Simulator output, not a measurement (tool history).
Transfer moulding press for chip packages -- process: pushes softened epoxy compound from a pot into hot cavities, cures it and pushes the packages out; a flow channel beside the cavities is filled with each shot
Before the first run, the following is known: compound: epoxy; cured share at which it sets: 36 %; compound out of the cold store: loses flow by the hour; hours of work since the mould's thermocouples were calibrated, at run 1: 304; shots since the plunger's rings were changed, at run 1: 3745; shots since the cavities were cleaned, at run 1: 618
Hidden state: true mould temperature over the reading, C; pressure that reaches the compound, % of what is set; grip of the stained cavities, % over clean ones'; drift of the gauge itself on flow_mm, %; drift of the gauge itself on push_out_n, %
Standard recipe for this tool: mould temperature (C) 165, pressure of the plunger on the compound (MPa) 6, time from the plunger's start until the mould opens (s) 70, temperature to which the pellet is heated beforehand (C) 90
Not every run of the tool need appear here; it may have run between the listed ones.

run,hour,mould temperature (C),pressure of the plunger on the compound (MPa),time from the plunger's start until the mould opens (s),temperature to which the pellet is heated beforehand (C),hours of work since the mould's thermocouples were calibrated,shots since the plunger's rings were changed,shots since the cavities were cleaned,incoming compound's hours out of the cold store,length that the compound runs in the flow channel (mm),greatest force on the pins that push the packages out (N)
1,0,165,6,70,90,304,3745,618,35.3,608,344
2,8.1,165,6,70,90,308,3834,707,13.7,646,372
# hour 21.8: cavities cleaned with cleaning compound and waxed
3,21.8,165,6,70,90,313,3969,0,21.4,628,278
4,29.3,165,6,70,88,316,4053,84,16.4,647,303
5,36.7,165,6,84,88,319,4135,166,16.9,644,213
6,45,165,6,70,90,323,4226,257,29.4,610,303
7,62.6,165,6,79,90,330,4422,453,37,597,265
8,80,165,6,79,90,338,4614,645,46.6,577,254
9,90.7,161,6,79,90,342,4733,764,10.8,671,362
# hour 100.2: cavities cleaned with cleaning compound and waxed
10,107.3,161,6,79,97,349,4900,79,17.8,642,282
11,122.7,165,6,70,90,355,5071,250,34.2,601,317
12,135.2,165,6,70,90,361,5209,388,38.4,581,320
13,143.1,165,6,70,90,364,5296,475,39.1,590,317
# hour 152.6: plunger's sealing rings changed
14,161.7,165,6,93,90,371,100,653,21.5,678,228
15,178.3,165,6,70,90,378,284,837,14.3,693,370
# hour 181.4: cavities cleaned with cleaning compound and waxed
16,192.1,165,4.51,73,90,383,421,119,37.9,563,264
17,208.8,165,4.51,73,90,390,605,303,25.4,583,266
18,218.1,165,4.51,73,90,394,709,407,19.2,597,299
19,231.3,171,6.75,73,90,400,855,553,32.5,676,231
20,246.8,165,5.18,70,84,406,1027,725,32.2,603,368
# hour 250.5: mould's thermocouples calibrated
21,259,165,5.18,70,84,4,1139,837,37.9,580,360
# hour 261.3: cavities cleaned with cleaning compound and waxed
22,269.3,165,5.18,70,84,7,1237,88,34.8,588,290
23,277.2,165,5.18,70,84,11,1324,175,47,569,300
# hour 288.1: mould's thermocouples calibrated, once more
24,293.7,165,6,100,97,2,1485,336,42.2,615,206
25,309.1,168,4.84,86,98,9,1655,506,44.1,546,220
26,320.3,172,4.84,69,98,14,1779,630,41.4,538,243
27,335.4,169,6,70,98,20,1946,797,32.7,623,274
# hour 341.4: cavities cleaned with cleaning compound and waxed
28,350.9,169,6,70,98,26,2102,105,18.2,657,219
29,363.9,159,5.46,70,86,32,2245,248,15.1,658,562

Below, some changes in length that the compound runs in the flow channel (mm) between adjacent runs. For each, the amount present without the hidden state too (settings, incoming material, random variation) and the amount remaining for the hidden state with gauge scatter not shared by both compared results:
Run 8 -> 9: mould temperature (C) 165 -> 161. length that the compound runs in the flow channel (mm) +94: hidden state -11, all else +105.
Run 13 -> 14: time from the plunger's start until the mould opens (s) 70 -> 93, plunger's sealing rings changed. length that the compound runs in the flow channel (mm) +88: hidden state +60, all else +28.
Run 15 -> 16: pressure of the plunger on the compound (MPa) 6 -> 4.51, time from the plunger's start until the mould opens (s) 70 -> 73, cavities cleaned with cleaning compound and waxed. length that the compound runs in the flow channel (mm) -130: hidden state -1, all else -129.
